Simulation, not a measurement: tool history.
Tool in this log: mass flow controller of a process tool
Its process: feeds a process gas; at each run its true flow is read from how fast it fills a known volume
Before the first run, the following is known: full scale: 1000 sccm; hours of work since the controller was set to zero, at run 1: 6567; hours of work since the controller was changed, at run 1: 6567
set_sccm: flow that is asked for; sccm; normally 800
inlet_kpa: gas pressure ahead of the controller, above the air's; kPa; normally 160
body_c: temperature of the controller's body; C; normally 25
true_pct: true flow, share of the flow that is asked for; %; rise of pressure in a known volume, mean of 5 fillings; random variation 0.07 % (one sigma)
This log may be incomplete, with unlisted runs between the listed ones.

| run | hour | set_sccm | inlet_kpa | body_c | hours of work since the controller was set to zero | hours of work since the controller was changed | true_pct |
|---|---|---|---|---|---|---|---|
| 1 | 0.0 | 800 | 160 | 25 | 6567 | 6567 | 99.42 |
| 2 | 205.4 | 800 | 183 | 25 | 6731 | 6731 | 99.26 |
| 3 | 315.1 | 800 | 183 | 25 | 6818 | 6818 | 99.23 |
| 4 | 539.9 | 800 | 183 | 25 | 6997 | 6997 | 99.49 |
| 5 | 789.8 | 800 | 183 | 25 | 7196 | 7196 | 99.41 |
| 6 | 941.2 | 800 | 160 | 25 | 7316 | 7316 | 99.29 |
| 7 | 1161.2 | 800 | 160 | 25 | 7491 | 7491 | 99.26 |
| 8 | 1372.8 | 800 | 234 | 25 | 7659 | 7659 | 99.36 |
| 9 | 1477.3 | 800 | 234 | 25 | 7742 | 7742 | 99.33 |
|  | 1563.5 | controller's zero set anew |
| 10 | 1635.0 | 138 | 160 | 25 | 57 | 7867 | 97.26 |
| 11 | 1751.3 | 800 | 160 | 25 | 149 | 7960 | 99.35 |
| 12 | 1995.3 | 800 | 160 | 25 | 343 | 8154 | 99.26 |
| 13 | 2157.6 | 800 | 160 | 25 | 473 | 8283 | 99.28 |
| 14 | 2356.3 | 800 | 160 | 25 | 631 | 8441 | 99.34 |
| 15 | 2562.6 | 800 | 263 | 25 | 795 | 8605 | 99.52 |
| 16 | 2718.2 | 277 | 176 | 31 | 918 | 8729 | 97.14 |
| 17 | 2830.2 | 277 | 176 | 31 | 1008 | 8818 | 97.18 |
| 18 | 2981.5 | 800 | 199 | 38 | 1128 | 8938 | 98.06 |
| 19 | 3166.3 | 309 | 179 | 33 | 1275 | 9085 | 97.12 |
| 20 | 3368.5 | 309 | 179 | 33 | 1436 | 9246 | 97.05 |
| 21 | 3614.7 | 149 | 226 | 36 | 1632 | 9442 | 96.39 |
| 22 | 3787.9 | 149 | 239 | 35 | 1769 | 9580 | 96.55 |
| 23 | 3967.8 | 661 | 160 | 25 | 1912 | 9723 | 98.73 |
| 24 | 4070.7 | 677 | 202 | 23 | 1994 | 9805 | 99.37 |
| 25 | 4297.4 | 252 | 247 | 37 | 2175 | 9985 | 96.66 |
| 26 | 4488.1 | 817 | 179 | 25 | 2326 | 10137 | 99.35 |
| 27 | 4719.6 | 817 | 179 | 25 | 2510 | 10321 | 99.33 |
| 28 | 4895.4 | 817 | 201 | 25 | 2650 | 10461 | 99.47 |
| 29 | 5031.9 | 817 | 201 | 25 | 2759 | 10569 | 99.38 |

What if the next run were any one of these 5? Each begins from the tool's condition after run 29:
| A | 5225.7 | 800 | 164 | 25 | 2913 | 10723 | ? |
| B | 5225.7 | 364 | 229 | 31 | 2913 | 10723 | ? |
| C | 5225.7 | 191 | 248 | 26 | 2913 | 10723 | ? |
| D | 5225.7 | 440 | 160 | 25 | 2913 | 10723 | ? |
| E | 5225.7 | 800 | 201 | 25 | 2913 | 10723 | ? |

| run | true_pct |
|---|---|
| A | 99.30 |
| B | 97.57 |
| C | 97.61 |
| D | 98.00 |
| E | 99.47 |
What these runs would have given with no unlogged condition in the tool:
| run | true_pct |
|---|---|
| A | 99.30 |
| B | 97.58 |
| C | 97.63 |
| D | 98.01 |
| E | 99.48 |
